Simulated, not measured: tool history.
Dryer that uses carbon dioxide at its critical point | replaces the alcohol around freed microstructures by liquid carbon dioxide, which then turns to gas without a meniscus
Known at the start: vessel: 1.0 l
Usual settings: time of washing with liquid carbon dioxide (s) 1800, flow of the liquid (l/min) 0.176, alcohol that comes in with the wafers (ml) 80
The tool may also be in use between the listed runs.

run     day  time of washing with liquid carbon dioxide (s)  flow of the liquid (l/min)  alcohol that comes in with the wafers (ml)  alcohol left in the vessel before it's heated (ppm by volume)
  1       0                                            1800                       0.176                                          80                                                           1503
  2   1.933                                            1800                       0.176                                          80                                                           1593
  3   3.529                                            1800                       0.176                                          44                                                            974
  4   5.171                                            1800                       0.176                                          44                                                           1018
  5   6.621                                            1800                       0.176                                          44                                                           1023
  6   8.838                                            1800                       0.176                                          44                                                           1070
      9.946  -- inlet filter changed
  7  10.212                                            1800                       0.176                                          49                                                            959
  8  12.738                                            1800                       0.176                                          80                                                           1573
  9  14.167                                            1800                       0.176                                          80                                                           1585
 10  15.958                                            1800                       0.176                                          78                                                           1709
 11  17.238                                            1800                       0.176                                          78                                                           1695
 12      20                                            1800                       0.176                                          78                                                           1805
 13  22.412                                            1800                       0.176                                          21                                                            621
     23.371  -- inlet filter changed
 14  23.871                                            1200                       0.176                                          21                                                           1512
 15  26.283                                            1140                       0.176                                          20                                                           1732
 16  28.025                                            1140                       0.241                                          63                                                           2336
 17  29.925                                            1380                        0.28                                          47                                                            603

Run 18 comes next. What will it give?
 18  32.142                                            1380                        0.28                                          47                                                              ?

{"run 18": {"alcohol left in the vessel before it's heated (ppm by volume)": 637}}
Without the tool's hidden state the same run would have given alcohol left in the vessel before it's heated (ppm by volume) 359.
